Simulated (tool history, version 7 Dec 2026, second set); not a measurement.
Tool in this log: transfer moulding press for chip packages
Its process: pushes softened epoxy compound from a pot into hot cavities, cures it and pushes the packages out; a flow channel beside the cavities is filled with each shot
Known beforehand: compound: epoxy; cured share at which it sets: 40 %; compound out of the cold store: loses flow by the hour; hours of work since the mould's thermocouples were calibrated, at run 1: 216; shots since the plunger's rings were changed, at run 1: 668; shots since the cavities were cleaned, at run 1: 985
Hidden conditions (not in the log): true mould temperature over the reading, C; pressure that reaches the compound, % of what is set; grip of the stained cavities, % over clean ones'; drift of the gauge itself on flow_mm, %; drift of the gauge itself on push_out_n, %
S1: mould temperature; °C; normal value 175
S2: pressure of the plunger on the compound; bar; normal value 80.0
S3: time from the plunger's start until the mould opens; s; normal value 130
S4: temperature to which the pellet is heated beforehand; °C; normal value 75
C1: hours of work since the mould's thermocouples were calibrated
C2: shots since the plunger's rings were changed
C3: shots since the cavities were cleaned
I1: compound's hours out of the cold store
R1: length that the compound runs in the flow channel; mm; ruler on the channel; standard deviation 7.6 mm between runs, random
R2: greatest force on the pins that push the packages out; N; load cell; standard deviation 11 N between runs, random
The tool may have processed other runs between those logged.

{"run": 1, "day": 0.0, "S1": 175, "S2": 80.0, "S3": 130, "S4": 75, "C1": 216, "C2": 668, "C3": 985, "I1": 39.5, "R1": 870, "R2": 826}
{"run": 2, "day": 0.383, "S1": 175, "S2": 80.0, "S3": 130, "S4": 81, "C1": 220, "C2": 725, "C3": 1042, "I1": 21.1, "R1": 944, "R2": 834}
{"day": 0.888, "done": "cavities cleaned with cleaning compound and waxed"}
{"run": 3, "day": 0.904, "S1": 175, "S2": 80.0, "S3": 130, "S4": 75, "C1": 225, "C2": 794, "C3": 2, "I1": 20.5, "R1": 931, "R2": 522}
{"run": 4, "day": 1.342, "S1": 175, "S2": 80.0, "S3": 130, "S4": 75, "C1": 229, "C2": 860, "C3": 68, "I1": 35.0, "R1": 873, "R2": 561}
{"run": 5, "day": 1.858, "S1": 182, "S2": 80.0, "S3": 130, "S4": 75, "C1": 235, "C2": 937, "C3": 145, "I1": 43.6, "R1": 813, "R2": 512}
{"run": 6, "day": 2.4, "S1": 175, "S2": 80.0, "S3": 130, "S4": 75, "C1": 241, "C2": 1018, "C3": 226, "I1": 19.8, "R1": 924, "R2": 663}
{"run": 7, "day": 2.996, "S1": 175, "S2": 80.0, "S3": 130, "S4": 75, "C1": 247, "C2": 1107, "C3": 315, "I1": 13.1, "R1": 965, "R2": 676}
{"run": 8, "day": 3.633, "S1": 175, "S2": 80.0, "S3": 130, "S4": 66, "C1": 254, "C2": 1202, "C3": 410, "I1": 28.5, "R1": 894, "R2": 703}
{"run": 9, "day": 3.925, "S1": 175, "S2": 80.0, "S3": 130, "S4": 66, "C1": 257, "C2": 1246, "C3": 454, "I1": 14.6, "R1": 961, "R2": 765}
{"run": 10, "day": 4.608, "S1": 175, "S2": 80.0, "S3": 130, "S4": 66, "C1": 264, "C2": 1348, "C3": 556, "I1": 9.8, "R1": 985, "R2": 785}
{"run": 11, "day": 5.192, "S1": 174, "S2": 79.0, "S3": 143, "S4": 77, "C1": 270, "C2": 1436, "C3": 644, "I1": 25.2, "R1": 911, "R2": 729}

Forecast run 12:
{"run": 12, "day": 5.621, "S1": 176, "S2": 63.3, "S3": 120, "S4": 78, "C1": 275, "C2": 1499, "C3": 707, "I1": 23.5, "R1": "?", "R2": "?"}

Run 12 produced R1 819 mm, R2 882 N.
Minus the tool's unlogged condition, the same run would have read R1 837 mm, R2 562 N.

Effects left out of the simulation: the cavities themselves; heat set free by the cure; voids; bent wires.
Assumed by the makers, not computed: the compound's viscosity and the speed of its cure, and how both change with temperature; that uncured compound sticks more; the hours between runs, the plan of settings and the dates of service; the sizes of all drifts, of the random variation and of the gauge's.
